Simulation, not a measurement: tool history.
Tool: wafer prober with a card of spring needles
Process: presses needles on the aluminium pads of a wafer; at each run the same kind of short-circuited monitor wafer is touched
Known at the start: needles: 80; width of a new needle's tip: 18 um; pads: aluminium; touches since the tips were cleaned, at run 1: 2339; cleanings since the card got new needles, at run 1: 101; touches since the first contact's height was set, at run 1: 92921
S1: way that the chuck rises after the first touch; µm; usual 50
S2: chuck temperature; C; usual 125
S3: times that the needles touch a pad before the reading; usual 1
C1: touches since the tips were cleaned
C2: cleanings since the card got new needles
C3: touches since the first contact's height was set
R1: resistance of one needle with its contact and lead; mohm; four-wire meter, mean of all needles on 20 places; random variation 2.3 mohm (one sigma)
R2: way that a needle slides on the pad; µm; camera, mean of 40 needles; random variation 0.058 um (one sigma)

run   hour  S1   S2  S3    C1   C2      C3   R1     R2
  1    0.0  50  125   1  2339  101   92921  285  11.70
       7.1  -- tips cleaned on abrasive film
      17.1  -- tips cleaned on abrasive film
  2   17.4  50  125   1   183  103  102381  272  11.63
      22.4  -- height of the first contact set anew
      27.4  -- tips cleaned on abrasive film
      39.0  -- tips cleaned on abrasive film
  3   44.9  50  125   1  3218  105   12226  283  12.06
      49.8  -- tips cleaned on abrasive film
      60.3  -- tips cleaned on abrasive film
      72.5  -- tips cleaned on abrasive film
  4   74.8  50   47   1  1302  108   28519  258  11.98
      84.2  -- tips cleaned on abrasive film
  5   93.1  50   47   1  4895  109   38489  270  11.96
      95.6  -- tips cleaned on abrasive film
     106.5  -- tips cleaned on abrasive film
     117.6  -- tips cleaned on abrasive film
  6  119.4  50   47   1   995  112   52798  257  11.87
     128.1  -- tips cleaned on abrasive film
     138.3  -- tips cleaned on abrasive film
     149.4  -- tips cleaned on abrasive film
  7  155.9  50   47   1  3553  115   72652  275  11.77
     160.9  -- tips cleaned on abrasive film
     173.2  -- tips cleaned on abrasive film
     183.2  -- tips cleaned on abrasive film
  8  183.6  50  125   1   240  118   87718  270  11.71
     194.2  -- tips cleaned on abrasive film
     205.0  -- tips cleaned on abrasive film
     214.6  -- height of the first contact set anew
     216.0  -- tips cleaned on abrasive film
  9  216.0  50  125   1     0  121     709  264  12.24
     227.6  -- tips cleaned on abrasive film
     238.8  -- tips cleaned on abrasive film
     249.0  -- tips cleaned on abrasive film
 10  249.0  56   55   2     0  124   18662  243  13.55
     261.2  -- tips cleaned on abrasive film
     272.9  -- tips cleaned on abrasive film
 11  279.2  56   55   2  3460  126   35165  253  13.42
     283.5  -- tips cleaned on abrasive film
     294.9  -- tips cleaned on abrasive film
     306.1  -- tips cleaned on abrasive film
 12  309.0  31   35   2  1564  129   51346  284   7.42
     318.4  -- tips cleaned on abrasive film
     329.8  -- tips cleaned on abrasive film
 13  333.1  31   35   2  1828  131   64468  281   7.13
     341.4  -- tips cleaned on abrasive film
     353.3  -- tips cleaned on abrasive film
 14  360.8  31   35   1  4106  133   79577  330   7.20
     365.0  -- tips cleaned on abrasive film
     375.7  -- tips cleaned on abrasive film
     387.6  -- tips cleaned on abrasive film
     398.2  -- tips cleaned on abrasive film
 15  398.2  41  125   2     0  137   99923  266   9.53

Forecast each of these 4 alternatives for the next run:
     407.4  -- height of the first contact set anew
     410.0  -- tips cleaned on abrasive film
  A  416.6  33   27   2  3655  138  5008   ?   ?
     407.4  -- height of the first contact set anew
     410.0  -- tips cleaned on abrasive film
  B  416.6  67  125   1  3655  138  5008   ?   ?
     407.4  -- height of the first contact set anew
     410.0  -- tips cleaned on abrasive film
  C  416.6  42   36   2  3655  138  5008   ?   ?
     407.4  -- height of the first contact set anew
     410.0  -- tips cleaned on abrasive film
  D  416.6  32  105   3  3655  138  5008   ?   ?

run   R1     R2
  A  285   7.89
  B  276  16.25
  C  270  10.09
  D  292   7.73
Without the tool's hidden state the same runs would have given:
run   R1     R2
  A  240   7.92
  B  257  16.27
  C  241  10.12
  D  264   7.76

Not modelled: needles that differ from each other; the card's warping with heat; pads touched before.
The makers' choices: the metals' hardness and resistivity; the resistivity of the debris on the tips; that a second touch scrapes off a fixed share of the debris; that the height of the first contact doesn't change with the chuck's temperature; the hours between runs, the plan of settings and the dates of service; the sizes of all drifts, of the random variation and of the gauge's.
